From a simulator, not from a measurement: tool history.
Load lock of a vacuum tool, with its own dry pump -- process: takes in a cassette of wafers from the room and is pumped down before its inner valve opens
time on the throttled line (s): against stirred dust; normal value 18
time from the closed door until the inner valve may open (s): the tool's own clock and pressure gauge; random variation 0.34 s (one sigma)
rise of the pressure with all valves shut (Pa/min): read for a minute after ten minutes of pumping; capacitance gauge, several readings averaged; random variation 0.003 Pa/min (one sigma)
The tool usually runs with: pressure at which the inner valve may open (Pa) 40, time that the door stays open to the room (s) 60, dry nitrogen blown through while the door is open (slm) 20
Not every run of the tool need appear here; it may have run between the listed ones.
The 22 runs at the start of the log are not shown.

run,hour,time on the throttled line (s),pressure at which the inner valve may open (Pa),time that the door stays open to the room (s),dry nitrogen blown through while the door is open (slm),"incoming humidity of the room's air, %",time from the closed door until the inner valve may open (s),rise of the pressure with all valves shut (Pa/min)
23,6150.2,21,68,60,16,47.5,30.3,0.045
# hour 6434.5: dry pump taken out, an overhauled one fitted
24,6434.5,10,68,60,16,44.3,22.5,0.043
25,6622.2,18,62,60,22,50.3,28.5,0.041
26,6863.3,25,35,154,4,45.4,34.5,0.115
27,7047.7,25,43,154,6,43,34.8,0.1
28,7299.4,28,43,154,8,44.4,36.7,0.099
29,7644.9,32,40,60,20,42.6,40.8,0.037
30,7908.1,21,56,165,10,43.4,31,0.088
31,8265,12,40,60,7,44.6,24.7,0.055
32,8666.1,18,55,49,20,43,28.8,0.033
33,8924.5,18,55,49,20,46.3,28.6,0.04
34,9275.6,18,44,60,29,43.1,29.4,0.033
35,9621.1,34,47,63,24,46.3,41.3,0.042
36,9897.8,32,49,119,18,45,40,0.064

What if the next run were any one of these 3? Each begins from the tool's condition after run 36:
A,10157.6,18,40,60,11,44.7,?,?
B,10157.6,18,74,216,20,39.8,?,?
C,10157.6,32,40,56,18,42.7,?,?

run,time from the closed door until the inner valve may open (s),rise of the pressure with all valves shut (Pa/min)
A,29.8,0.051
B,28,0.076
C,39.7,0.04
The same runs, with their run-to-run variation unchanged, on a tool lacking any hidden condition would have given:
run,time from the closed door until the inner valve may open (s),rise of the pressure with all valves shut (Pa/min)
A,29.8,0.051
B,28,0.075
C,39.7,0.04
